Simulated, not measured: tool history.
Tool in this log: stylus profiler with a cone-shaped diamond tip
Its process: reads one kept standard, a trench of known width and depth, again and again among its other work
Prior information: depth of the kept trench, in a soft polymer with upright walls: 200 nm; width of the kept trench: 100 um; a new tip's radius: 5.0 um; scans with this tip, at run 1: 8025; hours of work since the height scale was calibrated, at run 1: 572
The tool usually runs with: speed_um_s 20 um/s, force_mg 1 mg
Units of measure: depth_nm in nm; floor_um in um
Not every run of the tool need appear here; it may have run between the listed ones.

run    hour  speed_um_s  force_mg  scans with this tip  hours of work since the height scale was calibrated  depth_nm  floor_um
  1       0          20         1                 8025                                                  572    201.06     96.99
  2      79          20      1.45                 8254                                                  627    201.28     97.04
  3   121.3          20      1.45                 8377                                                  656    201.31     97.06
  4   196.7          20         1                 8596                                                  709    201.05     97.02
  5   261.1          20      1.43                 8782                                                  753    201.24     97.09
  6   330.6          20      1.43                 8984                                                  802    201.28     97.04
  7   390.4          20      1.43                 9158                                                  843    201.31      97.1
  8   426.5          20      0.41                 9262                                                  868    200.38     96.99
  9     507          20      0.41                 9496                                                  924     200.4     96.97
 10   540.1          20      0.41                 9592                                                  947    200.68     96.96
 11   593.1          20      0.41                 9746                                                  984    200.71     96.95
 12   643.8          16      0.41                 9893                                                 1019    200.34     96.96
 13     692          16      0.41                10033                                                 1053    200.53        97
 14   730.3          16      0.41                10144                                                 1080     200.7     97.02
 15     779          16      0.41                10285                                                 1114    200.47     96.94
 16   826.7          16      0.41                10424                                                 1147    200.63     96.94
 17   896.2          16      0.41                10625                                                 1195    200.48     97.03
 18   965.1          16      0.41                10825                                                 1243    200.63     97.01
 19  1044.6           6         1                11056                                                 1298    200.93     97.19
     1076.2  -- height scale calibrated on a step standard
 20  1123.2           6         1                11283                                                   33    200.95     97.11
 21  1159.4           6         1                11388                                                   58       201     97.18
 22  1199.6           6         1                11505                                                   86    200.83     97.12
 23    1270           6         1                11709                                                  135    200.82     97.09
 24  1307.9           6         1                11819                                                  161    201.12     97.13
 25  1379.3          25      1.88                12026                                                  211    201.81     97.03
 26  1452.1          13      0.57                12237                                                  261    200.72     97.02
 27  1521.4          13      0.57                12438                                                  310    200.77     97.05
 28  1599.6          34      1.85                12665                                                  364    201.66        97
 29  1651.8          34      1.85                12817                                                  400    201.62        97
 30  1713.5           8      1.85                12996                                                  443    201.61     97.13
 31  1785.4          20      0.44                13204                                                  493    200.62     96.92
 32    1821          20      0.44                13308                                                  518    200.62        97
 33  1863.5          48      0.84                13431                                                  548    200.94     96.79
 34  1926.8          48      0.84                13615                                                  592     200.7     96.76
 35    2006           9      1.31                13845                                                  647    201.23     97.13
 36  2071.2           9      1.31                14034                                                  692    201.18     97.19
 37  2107.5           9      1.31                14139                                                  717    201.19     97.12
 38  2164.7           8      1.17                14305                                                  757    201.26      97.1
 39  2207.8           8      1.17                14430                                                  787    201.15     97.15
 40  2241.8           9      0.95                14529                                                  811    200.91     97.11
 41  2306.6           9      0.95                14717                                                  856    201.13     97.14
 42  2344.9          44      0.36                14828                                                  882    200.37     96.57
 43  2411.4          38       0.4                15021                                                  929    200.64     96.64
 44    2457          25         1                15154                                                  960    201.14     97.04
 45    2517          50      0.72                15327                                                 1002    201.02     96.68
 46  2550.2           7       2.6                15424                                                 1025    201.94     97.15

How the hidden state differs across the entries between the runs, from the last listed run before each to the first after it:
Run 19 -> run 20: height scale calibrated on a step standard (hour 1076.2)
  height scale over the true one, %: -0.004 -> 0
